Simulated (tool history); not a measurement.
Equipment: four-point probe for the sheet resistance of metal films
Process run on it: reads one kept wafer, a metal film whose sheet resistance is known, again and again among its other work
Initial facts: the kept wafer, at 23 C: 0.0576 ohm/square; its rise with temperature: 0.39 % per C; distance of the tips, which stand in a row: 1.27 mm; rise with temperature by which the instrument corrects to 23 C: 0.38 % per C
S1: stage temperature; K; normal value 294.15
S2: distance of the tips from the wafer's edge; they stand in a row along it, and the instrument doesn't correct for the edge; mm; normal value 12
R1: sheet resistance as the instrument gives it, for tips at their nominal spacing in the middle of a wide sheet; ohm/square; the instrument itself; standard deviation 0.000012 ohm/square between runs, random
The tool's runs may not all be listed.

Run 1, hour 0.0: usual settings. Result: R1 0.057926 ohm/square.
Run 2, hour 44.8: usual settings but S2 3 mm. Result: R1 0.062606 ohm/square.
Run 3, hour 72.3: usual settings but S2 3 mm. Result: R1 0.062623 ohm/square.
Run 4, hour 121.5: usual settings but S2 3 mm. Result: R1 0.062593 ohm/square.
Run 5, hour 165.5: usual settings. Result: R1 0.057946 ohm/square.
Run 6, hour 201.8: usual settings but S1 307.15 K. Result: R1 0.058010 ohm/square.
Run 7, hour 244.3: usual settings but S1 307.15 K. Result: R1 0.058007 ohm/square.
Run 8, hour 274.7: usual settings but S1 307.15 K, S2 8 mm. Result: R1 0.058443 ohm/square.
Run 9, hour 317.6: usual settings but S1 307.15 K, S2 8 mm. Result: R1 0.058417 ohm/square.
Run 10, hour 360.6: usual settings but S1 297.15 K. Result: R1 0.057936 ohm/square.
Run 11, hour 412.3: usual settings but S1 297.15 K. Result: R1 0.057945 ohm/square.
Run 12, hour 449.8: usual settings but S1 297.15 K. Result: R1 0.057965 ohm/square.
Run 13, hour 492.2: usual settings but S1 296.15 K. Result: R1 0.057959 ohm/square.
Run 14, hour 534.1: usual settings but S1 296.15 K. Result: R1 0.057940 ohm/square.
Run 15, hour 562.2: usual settings but S2 4 mm. Result: R1 0.060530 ohm/square.
Run 16, hour 583.5: usual settings but S2 4 mm. Result: R1 0.060518 ohm/square.
Run 17, hour 627.2: usual settings but S1 306.15 K, S2 4 mm. Result: R1 0.060617 ohm/square.
Run 18, hour 670.3: usual settings but S1 306.15 K, S2 4 mm. Result: R1 0.060632 ohm/square.
Run 19, hour 712.6: usual settings but S2 4 mm. Result: R1 0.060541 ohm/square.
Run 20, hour 762.8: usual settings but S2 4 mm. Result: R1 0.060551 ohm/square.
Run 21, hour 786.6: usual settings but S2 4 mm. Result: R1 0.060526 ohm/square.
Run 22, hour 836.1: usual settings but S2 4 mm. Result: R1 0.060539 ohm/square.
Run 23, hour 882.3: usual settings but S2 4 mm. Result: R1 0.060538 ohm/square.
Run 24, hour 932.2: usual settings but S1 300.15 K, S2 67 mm. Result: R1 0.057630 ohm/square.
Run 25, hour 953.9: usual settings but S1 296.15 K, S2 9 mm. Result: R1 0.058210 ohm/square.
Run 26, hour 978.9: usual settings but S1 296.15 K, S2 9 mm. Result: R1 0.058192 ohm/square.
Run 27, hour 1003.9: usual settings but S1 296.15 K, S2 9 mm. Result: R1 0.058209 ohm/square.
Run 28, hour 1045.1: usual settings but S1 307.15 K. Result: R1 0.057971 ohm/square.
Run 29, hour 1067.3: usual settings but S1 293.15 K, S2 8 mm. Result: R1 0.058346 ohm/square.
Run 30, hour 1096.3: usual settings but S1 293.15 K, S2 3 mm. Result: R1 0.062594 ohm/square.
Run 31, hour 1129.4: usual settings but S1 307.15 K. Result: R1 0.058000 ohm/square.
Run 32, hour 1162.1: usual settings but S1 299.15 K. Result: R1 0.057943 ohm/square.
Run 33, hour 1210.9: usual settings but S1 300.15 K, S2 16 mm. Result: R1 0.057795 ohm/square.
Run 34, hour 1234.2: usual settings but S1 300.15 K, S2 16 mm. Result: R1 0.057825 ohm/square.
Run 35, hour 1284.7: usual settings but S1 304.15 K. Result: R1 0.057978 ohm/square.
Run 36, hour 1311.7: usual settings but S1 301.15 K, S2 5 mm. Result: R1 0.059564 ohm/square.
Run 37, hour 1357.4: usual settings but S1 297.15 K, S2 59 mm. Result: R1 0.057615 ohm/square.
Run 38, hour 1383.1: usual settings but S1 297.15 K, S2 59 mm. Result: R1 0.057616 ohm/square.
Run 39, hour 1404.6: usual settings but S1 292.15 K, S2 7 mm. Result: R1 0.058589 ohm/square.
Run 40, hour 1426.6: usual settings but S1 304.15 K, S2 59 mm. Result: R1 0.057661 ohm/square.
Run 41, hour 1452.3: usual settings but S1 299.15 K, S2 34 mm. Result: R1 0.057643 ohm/square.
Run 42, hour 1478.7: usual settings but S1 300.15 K, S2 23 mm. Result: R1 0.057713 ohm/square.
Run 43, hour 1508.1: usual settings but S1 307.15 K, S2 49 mm. Result: R1 0.057677 ohm/square.
Run 44, hour 1535.3: usual settings but S1 301.15 K, S2 5 mm. Result: R1 0.059534 ohm/square.
Run 45, hour 1557.1: usual settings but S1 308.15 K, S2 17 mm. Result: R1 0.057827 ohm/square.

Between the runs listed above, the log contained 1 entry, not reproduced here. Where in the sequence does each belong, and how does what the log doesn't record of the tool's condition differ from the listed run before to the listed run after?
Logged between run 7 and run 8: new probe head fitted (hour 270.0)
  inner tips' distance over the nominal, %: -0.01 -> -0.005; tips' flats over new ones', %: 1 -> 0
